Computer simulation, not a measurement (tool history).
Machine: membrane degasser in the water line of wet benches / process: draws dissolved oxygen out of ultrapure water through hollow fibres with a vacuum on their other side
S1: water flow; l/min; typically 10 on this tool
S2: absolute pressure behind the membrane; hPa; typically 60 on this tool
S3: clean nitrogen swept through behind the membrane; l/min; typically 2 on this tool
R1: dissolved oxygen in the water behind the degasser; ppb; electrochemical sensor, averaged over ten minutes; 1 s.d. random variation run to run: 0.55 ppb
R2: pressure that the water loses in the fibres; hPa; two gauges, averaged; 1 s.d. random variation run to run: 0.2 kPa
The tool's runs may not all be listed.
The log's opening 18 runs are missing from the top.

run 19 hour=3298.5 | S1=12 S2=90.2 S3=0.98 | R1=198.2 R2=544.8
run 20 hour=3459.6 | S1=12 S2=90.9 S3=1.23 | R1=171 R2=542.3
run 21 hour=3658.5 | S1=15 S2=114.3 S3=1.23 | R1=312.1 R2=682.5
run 22 hour=3790.4 | S1=14 S2=56.5 S3=2 | R1=105.9 R2=640.3
run 23 hour=4029.3 | S1=10 S2=129.4 S3=1.59 | R1=164.2 R2=456.3
run 24 hour=4189.6 | S1=11 S2=47.8 S3=1.47 | R1=51.6 R2=502
run 25 hour=4360.1 | S1=11 S2=40.5 S3=1.08 | R1=44.7 R2=500.2
run 26 hour=4606 | S1=11 S2=40.5 S3=1.08 | R1=45.2 R2=500.1
run 27 hour=4837.9 | S1=11 S2=120.6 S3=2.02 | R1=141.2 R2=504.3
run 28 hour=4975.1 | S1=11 S2=120.6 S3=2.02 | R1=141.6 R2=501.6
run 29 hour=5164.1 | S1=7 S2=38 S3=2 | R1=7.8 R2=325.1
run 30 hour=5390.1 | S1=9 S2=60 S3=5.18 | R1=21.2 R2=413.9
run 31 hour=5558.1 | S1=9 S2=60 S3=5.18 | R1=20.9 R2=414.9

Run 32, settings as shown, results not yet in. Your forecast:
run 32 hour=5695.3 | S1=9 S2=60 S3=5.18 | R1=? R2=?

{"run 32": {"R1": 20.6, "R2": 414.2}}
The same run, on a tool lacking any hidden state, would have yielded R1 18.5 ppb, R2 403.9 hPa.

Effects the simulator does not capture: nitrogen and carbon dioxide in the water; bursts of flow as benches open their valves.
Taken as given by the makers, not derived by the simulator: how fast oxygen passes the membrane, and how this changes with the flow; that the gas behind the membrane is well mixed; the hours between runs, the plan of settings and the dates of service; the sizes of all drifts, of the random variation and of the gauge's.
